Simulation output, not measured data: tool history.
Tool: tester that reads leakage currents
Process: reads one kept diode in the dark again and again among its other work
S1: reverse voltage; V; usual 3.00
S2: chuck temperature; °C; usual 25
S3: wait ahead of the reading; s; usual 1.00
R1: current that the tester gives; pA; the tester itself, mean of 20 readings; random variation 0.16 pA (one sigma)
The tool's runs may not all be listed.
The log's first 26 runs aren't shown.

Run 27, hour 1099.4: usual settings but S1 17.22 V, S2 33 °C, S3 6.03 s. Result: R1 188.74 pA.
Run 28, hour 1126.3: usual settings but S1 17.22 V, S2 33 °C, S3 6.03 s. Result: R1 190.57 pA.
Run 29, hour 1163.6: usual settings but S1 17.22 V, S2 33 °C, S3 6.03 s. Result: R1 190.30 pA.
Run 30, hour 1221.4: usual settings but S1 17.22 V, S2 33 °C, S3 6.03 s. Result: R1 190.99 pA.
Run 31, hour 1258.0: usual settings but S1 6.61 V, S2 36 °C, S3 6.81 s. Result: R1 157.67 pA.
Run 32, hour 1302.8: usual settings but S1 6.61 V, S2 36 °C, S3 6.81 s. Result: R1 157.81 pA.
Run 33, hour 1327.6: usual settings but S1 1.74 V, S2 53 °C, S3 1.13 s. Result: R1 302.81 pA.
Run 34, hour 1366.6: usual settings but S1 2.87 V, S3 0.88 s. Result: R1 54.85 pA.
Run 35, hour 1411.2: usual settings but S2 32 °C, S3 0.41 s. Result: R1 91.65 pA.
Run 36, hour 1471.4: usual settings but S1 1.53 V, S2 49 °C, S3 0.55 s. Result: R1 223.97 pA.
Run 37, hour 1522.9: usual settings but S1 1.53 V, S2 49 °C, S3 0.55 s. Result: R1 223.26 pA.
Run 38, hour 1552.3: usual settings but S1 8.03 V, S2 42 °C, S3 3.08 s. Result: R1 251.11 pA.
Run 39, hour 1605.6: usual settings but S1 8.03 V, S2 48 °C, S3 0.54 s. Result: R1 374.30 pA.
Run 40, hour 1635.5: usual settings but S1 8.03 V, S2 48 °C, S3 0.54 s. Result: R1 375.00 pA.
Run 41, hour 1676.4: usual settings but S2 36 °C. Result: R1 118.69 pA.

3 ways to go on from here, each from the tool as it stands after run 41. What would each give?
Run A, hour 1710.9: usual settings but S1 2.00 V, S2 36 °C, S3 1.37 s. Result: R1 ?.
Run B, hour 1710.9: usual settings but S1 1.19 V, S2 36 °C. Result: R1 ?.
Run C, hour 1710.9: usual settings but S2 31 °C, S3 2.38 s. Result: R1 ?.

run      R1
  A  102.26
  B   85.26
  C   83.68
Without the tool's hidden state the same runs would have given:
run      R1
  A  102.16
  B   86.10
  C   81.05
